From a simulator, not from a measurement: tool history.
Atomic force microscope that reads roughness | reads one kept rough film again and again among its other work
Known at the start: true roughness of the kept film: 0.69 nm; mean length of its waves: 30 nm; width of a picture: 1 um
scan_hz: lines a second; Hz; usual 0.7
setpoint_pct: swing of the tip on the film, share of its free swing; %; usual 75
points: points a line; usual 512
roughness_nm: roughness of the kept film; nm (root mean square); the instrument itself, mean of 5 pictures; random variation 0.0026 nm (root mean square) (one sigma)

run,hour,scan_hz,setpoint_pct,points,roughness_nm
1,0,0.7,75,512,0.633
2,11.3,0.7,75,512,0.632
3,18.6,0.7,75,512,0.635
4,25,0.7,75,512,0.635
5,34.6,0.7,75,512,0.633
6,48.4,0.7,75,512,0.626
7,58.9,0.7,75,512,0.629
8,70.2,0.7,75,512,0.623
9,82.7,0.7,75,512,0.626
# hour 91.1: new tip fitted
10,96.4,2.802,75,512,0.588
11,102.9,0.7,75,512,0.648
12,116.5,0.7,75,512,0.644
13,124.7,0.7,75,512,0.638
14,131.5,0.7,75,512,0.639
15,138.5,0.7,75,512,0.638
16,150,1.974,85,361,0.567
17,157.2,1.974,85,361,0.56
18,167,0.7,59,826,0.654
19,178.8,0.7,59,826,0.643
20,190.2,0.589,76,410,0.632
21,200.4,1.281,58,595,0.638
22,208,0.517,88,534,0.618
23,214.7,2.605,55,717,0.628
24,223.2,2.605,55,717,0.625
25,237.1,2.873,83,705,0.526
# hour 245.9: new tip fitted
26,246.9,0.7,62,826,0.663
27,255.2,1.55,63,586,0.646
28,266.5,1.55,63,586,0.646
29,280.2,0.528,63,261,0.648
30,285.9,1.123,55,332,0.653

Forecast each of these 4 alternatives for the next run:
A,291.8,2.76,88,1024,?
B,291.8,3,78,757,?
C,291.8,2.801,79,332,?
D,291.8,0.7,81,512,?

run,roughness_nm
A,0.519
B,0.565
C,0.554
D,0.631
Without the tool's hidden state the same runs would have given:
run,roughness_nm
A,0.528
B,0.574
C,0.564
D,0.641
